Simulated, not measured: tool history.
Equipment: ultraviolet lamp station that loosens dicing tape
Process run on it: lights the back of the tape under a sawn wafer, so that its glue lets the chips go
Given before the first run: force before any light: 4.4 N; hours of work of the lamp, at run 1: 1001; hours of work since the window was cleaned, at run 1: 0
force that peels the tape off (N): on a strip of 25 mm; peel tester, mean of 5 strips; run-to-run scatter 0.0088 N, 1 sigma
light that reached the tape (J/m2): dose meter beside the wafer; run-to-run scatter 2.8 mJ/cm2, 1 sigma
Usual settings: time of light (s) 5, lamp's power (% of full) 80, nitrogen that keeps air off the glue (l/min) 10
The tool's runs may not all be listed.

run,hour,time of light (s),lamp's power (% of full),nitrogen that keeps air off the glue (l/min),hours of work of the lamp,hours of work since the window was cleaned,force that peels the tape off (N),light that reached the tape (J/m2)
1,0,5,80,10,1001,0,0.515,3070
2,46.3,5,80,10,1027,26,0.531,3070
3,76.1,5,80,10,1043,42,0.523,3100
4,99.7,5,80,10,1056,55,0.533,2990
5,139.5,5,80,10,1078,77,0.546,3000
6,177.1,5,80,10,1099,98,0.549,2960
7,202.8,5,95,10,1113,112,0.412,3490
8,232,5,80,10,1129,128,0.561,2920
9,252.4,5,80,10,1140,139,0.571,2920
10,272.5,5,80,10,1151,150,0.564,2850
11,317.8,5,80,10,1176,175,0.57,2840
12,356.5,5,80,10,1198,197,0.594,2790
13,382.4,5,80,10,1212,211,0.602,2810
14,407.8,5,95,10,1226,225,0.436,3300
15,429.3,5,61,10,1238,237,0.933,2060
16,454.9,2,80,10,1252,251,1.918,1070
17,484.2,5,80,10,1268,267,0.632,2730
18,504.9,5,80,10,1280,278,0.632,2720
19,529.6,5,80,10,1293,292,0.623,2690
20,560.7,5,80,10,1310,309,0.642,2660
21,609.3,5,80,10,1337,336,0.661,2620
22,630,5,80,10,1349,347,0.674,2590
23,661.6,7,80,7,1366,365,0.478,3590
24,688.4,3,80,9,1381,380,1.415,1550
25,737.2,5,80,6,1408,407,0.909,2530
# hour 742.1: window cleaned of glue's vapour
26,776.9,5,71,10,1429,19,0.876,2060
27,825.9,7,67,10,1456,46,0.62,2690
28,864.3,7,67,10,1477,67,0.629,2650
29,893.4,5,69,7,1493,83,1.196,2010
30,915.2,4,88,17,1506,95,0.805,2010
31,949.2,4,88,17,1524,114,0.807,1960
# hour 958: window cleaned of glue's vapour, once more
32,972.2,4,67,17,1537,8,0.889,1830
33,1020.1,5,80,13,1563,34,0.54,2740
34,1053.8,5,80,5,1582,53,0.912,2700
35,1076.7,5,66,6,1594,65,1.079,2220
36,1124.5,5,91,10,1621,92,0.531,2970
37,1166.3,5,91,10,1644,115,0.525,2960
38,1197.3,5,91,10,1661,132,0.55,2970
39,1226.4,9,86,17,1677,148,0.217,4900
40,1250.6,9,86,17,1690,161,0.215,4880
41,1284.5,4,99,4,1709,180,1.132,2470
42,1321.4,4,62,10,1729,200,1.326,1540
# hour 1345: lamp changed
43,1356.6,3,94,7,6,219,0.904,2460

Branching from run 43: 3 alternative next runs. What would each branch give?
A,1404.6,5,88,8,33,246,?,?
B,1404.6,2,63,7,33,246,?,?
C,1404.6,9,81,4,33,246,?,?

run,force that peels the tape off (N),light that reached the tape (J/m2)
A,0.413,3780
B,2.085,1060
C,0.272,6260
What these runs would have given with no unlogged condition in the tool:
run,force that peels the tape off (N),light that reached the tape (J/m2)
A,0.355,4160
B,1.939,1170
C,0.241,6900

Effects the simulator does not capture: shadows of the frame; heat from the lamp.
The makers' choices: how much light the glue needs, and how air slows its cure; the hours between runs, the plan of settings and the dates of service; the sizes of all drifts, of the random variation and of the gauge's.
